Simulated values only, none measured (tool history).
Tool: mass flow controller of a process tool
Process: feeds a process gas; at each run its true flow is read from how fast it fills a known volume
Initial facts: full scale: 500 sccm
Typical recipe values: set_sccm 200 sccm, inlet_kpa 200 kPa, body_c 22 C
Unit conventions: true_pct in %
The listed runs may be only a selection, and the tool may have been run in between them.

run      day  set_sccm  inlet_kpa  body_c  true_pct
  1    0.000       200        200      22     98.76
  2    7.071       200        200      22     98.78
  3   15.588       200        200      39     98.68
  4   26.312       200        216      22     99.17
  5   32.725       200        216      22     99.23
  6   38.708       200        216      22     99.18
  7   44.021       200        216      22     99.37
  8   50.362        51        216      22     98.76
  9   61.992        51        216      22     98.75
 10   66.875        51        216      22     99.02
 11   78.462        51        216      22     99.05
 12   84.562       211        200      25     99.71
 13   96.188       211        200      25     99.72
 14  106.538       211        200      25     99.94
 15  117.442       185        200      28     99.81
 16  123.058       162        197      27     99.74
 17  132.767       254        195      22    100.33
 18  140.625       254        145      29    100.03
 19  151.038       200        200      30    100.08
 20  157.867       200        200      30    100.22

Each row is a separate what-if for the run after 20, all from the same tool condition, not one after another. Results?
  A  166.079        66        159      30         ?
  B  166.079       200        278      33         ?
  C  166.079       245        200      22         ?
  D  166.079       165        219      30         ?

run  true_pct
  A     99.68
  B    100.35
  C    100.67
  D    100.23
Take away the tool's hidden state, keep each run's random variation, and the runs would have read:
run  true_pct
  A     98.04
  B     98.68
  C     99.00
  D     98.57
